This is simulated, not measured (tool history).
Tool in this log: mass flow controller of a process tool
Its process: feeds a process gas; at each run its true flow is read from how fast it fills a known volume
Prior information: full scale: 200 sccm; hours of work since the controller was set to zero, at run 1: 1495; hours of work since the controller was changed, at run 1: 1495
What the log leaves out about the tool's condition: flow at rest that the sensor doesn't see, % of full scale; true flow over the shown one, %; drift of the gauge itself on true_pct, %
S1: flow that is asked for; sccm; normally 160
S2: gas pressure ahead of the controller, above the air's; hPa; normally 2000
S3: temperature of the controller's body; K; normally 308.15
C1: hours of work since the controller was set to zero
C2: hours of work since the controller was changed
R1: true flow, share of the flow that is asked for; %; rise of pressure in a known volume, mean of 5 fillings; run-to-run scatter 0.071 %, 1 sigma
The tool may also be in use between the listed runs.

run	day	S1	S2	S3	C1	C2	R1
1	0.000	160	2000	308.15	1495	1495	99.91
2	3.779	160	2000	308.15	1541	1541	100.05
3	6.233	160	2000	311.15	1571	1571	100.19
4	11.142	116	2000	311.15	1631	1631	100.06
5	15.150	116	2000	311.15	1680	1680	100.28
6	18.458	116	2000	311.15	1721	1721	100.41
7	22.946	160	2000	308.15	1776	1776	101.05
8	28.062	160	2000	308.15	1839	1839	101.26
9	31.221	160	1640	308.15	1877	1877	101.19
10	35.204	160	1640	308.15	1926	1926	101.49
11	39.004	160	1640	293.15	1973	1973	101.33
12	44.412	160	1640	293.15	2039	2039	101.52
13	49.088	160	1640	293.15	2097	2097	101.84
# day 49.321: gauge calibrated
14	52.788	160	1640	293.15	2142	2142	99.49
15	55.475	160	1800	308.15	2175	2175	100.18
16	58.717	160	1800	308.15	2215	2215	100.14
17	63.138	164	2530	296.15	2269	2269	100.57
18	66.300	164	2530	296.15	2308	2308	100.73
19	70.300	164	2530	296.15	2357	2357	101.02
20	73.538	24	2000	298.15	2397	2397	99.32
21	79.058	113	2000	302.15	2464	2464	100.69
22	84.571	160	2000	294.15	2532	2532	101.27
23	88.717	160	2000	294.15	2583	2583	101.43
24	93.012	160	2000	294.15	2635	2635	101.68
25	95.629	159	2010	311.15	2668	2668	102.34
26	97.975	159	2290	312.15	2696	2696	102.76
27	102.221	74	2290	305.15	2748	2748	101.65
28	107.129	106	1790	295.15	2809	2809	101.79

The next listed run, before its measurement:
29	109.896	106	1790	295.15	2843	2843	?

R1: 101.91 %
Minus the tool's unlogged condition, the same run would have read R1 98.74 %.
